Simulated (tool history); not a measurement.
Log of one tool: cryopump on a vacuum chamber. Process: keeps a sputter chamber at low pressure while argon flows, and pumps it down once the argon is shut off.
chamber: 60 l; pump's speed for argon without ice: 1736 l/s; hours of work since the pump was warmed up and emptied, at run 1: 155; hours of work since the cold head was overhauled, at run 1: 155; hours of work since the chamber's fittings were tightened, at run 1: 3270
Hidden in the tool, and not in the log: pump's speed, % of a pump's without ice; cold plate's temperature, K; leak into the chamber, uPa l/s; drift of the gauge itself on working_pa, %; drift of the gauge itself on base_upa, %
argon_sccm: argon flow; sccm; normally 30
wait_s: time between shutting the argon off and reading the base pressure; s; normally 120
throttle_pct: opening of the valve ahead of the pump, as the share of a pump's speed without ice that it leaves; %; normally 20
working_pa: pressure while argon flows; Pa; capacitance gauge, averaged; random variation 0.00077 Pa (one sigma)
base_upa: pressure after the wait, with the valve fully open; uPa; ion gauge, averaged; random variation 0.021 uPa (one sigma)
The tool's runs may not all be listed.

run	hour	argon_sccm	wait_s	throttle_pct	hours of work since the pump was warmed up and emptied	hours of work since the cold head was overhauled	hours of work since the chamber's fittings were tightened	working_pa	base_upa
1	0.0	30	120	20	155	155	3270	0.1496	2.47
2	121.3	30	120	20	218	218	3333	0.1530	2.62
3	179.0	30	120	20	248	248	3363	0.1545	2.80
4	293.3	30	120	20	308	308	3423	0.1560	3.03
5	390.9	30	120	20	359	359	3474	0.1576	3.17
6	458.4	30	120	20	394	394	3509	0.1590	3.24
# hour 489.6: pump warmed up, emptied and cooled again
7	539.4	50	120	20	26	434	3549	0.2454	2.45
8	602.1	50	264	20	59	467	3582	0.2484	2.30
9	700.3	40	144	16	110	518	3633	0.2487	2.52
# hour 786.8: leaking fittings of the chamber tightened, without venting
10	817.2	40	39	19	170	578	16	0.2117	1.12
11	928.1	40	39	19	228	636	74	0.2148	1.14

What will run 12 give?
12	980.9	43	31	20	256	664	101	?	?

working_pa: 0.2216 Pa
base_upa: 1.41 uPa
With the hidden condition absent and the run-to-run variation left alone, this run would have shown working_pa 0.2097 Pa, base_upa 1.27 uPa.
